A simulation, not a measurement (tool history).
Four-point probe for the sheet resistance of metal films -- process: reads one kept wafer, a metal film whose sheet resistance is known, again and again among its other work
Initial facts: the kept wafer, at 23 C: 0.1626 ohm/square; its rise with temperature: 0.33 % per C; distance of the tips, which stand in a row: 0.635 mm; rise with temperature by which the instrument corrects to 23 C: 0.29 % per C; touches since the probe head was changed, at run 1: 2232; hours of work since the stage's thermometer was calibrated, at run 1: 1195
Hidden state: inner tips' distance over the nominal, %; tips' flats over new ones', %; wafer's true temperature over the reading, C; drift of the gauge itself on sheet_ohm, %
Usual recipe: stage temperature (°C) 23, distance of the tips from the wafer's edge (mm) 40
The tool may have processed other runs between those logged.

run  hour  stage temperature (°C)  distance of the tips from the wafer's edge (mm)  touches since the probe head was changed  hours of work since the stage's thermometer was calibrated  sheet resistance as the instrument gives it (ohm/square)
  1     0                      23                                               40                                      2232                                                        1195                                                  0.163728
  2  13.3                      23                                               40                                      2540                                                        1205                                                  0.163681
  3  21.4                      20                                               40                                      2728                                                        1212                                                  0.163497
  4    31                      23                                               40                                      2951                                                        1219                                                  0.163711
  5  37.9                      23                                               40                                      3110                                                        1224                                                  0.163721
  6  44.6                      23                                               40                                      3265                                                        1230                                                   0.16368
  7  58.4                      27                                               55                                      3586                                                        1240                                                  0.164029
  8    68                      27                                                7                                      3808                                                        1248                                                  0.164738
  9  75.8                      27                                                5                                      3987                                                        1254                                                  0.165366
 10  85.6                      32                                               63                                      4214                                                        1261                                                  0.164309
 11  93.4                      22                                               67                                      4395                                                        1267                                                  0.163647

Predict each of these 5 candidate next runs independently; none follows another, all start after run 11:
  A  104.2                      31                                               40                                      4646                                                        1276                                                         ?
  B  104.2                      19                                               67                                      4646                                                        1276                                                         ?
  C  104.2                      26                                               33                                      4646                                                        1276                                                         ?
  D  104.2                      34                                                4                                      4646                                                        1276                                                         ?
  E  104.2                      21                                               36                                      4646                                                        1276                                                         ?

run  sheet resistance as the instrument gives it (ohm/square)
  A                                                  0.164253
  B                                                  0.163466
  C                                                   0.16388
  D                                                  0.166629
  E                                                  0.163637
The same runs, with their run-to-run variation unchanged, on a tool lacking any hidden condition would have given:
run  sheet resistance as the instrument gives it (ohm/square)
  A                                                  0.163137
  B                                                  0.162363
  C                                                   0.16277
  D                                                  0.165498
  E                                                  0.162532

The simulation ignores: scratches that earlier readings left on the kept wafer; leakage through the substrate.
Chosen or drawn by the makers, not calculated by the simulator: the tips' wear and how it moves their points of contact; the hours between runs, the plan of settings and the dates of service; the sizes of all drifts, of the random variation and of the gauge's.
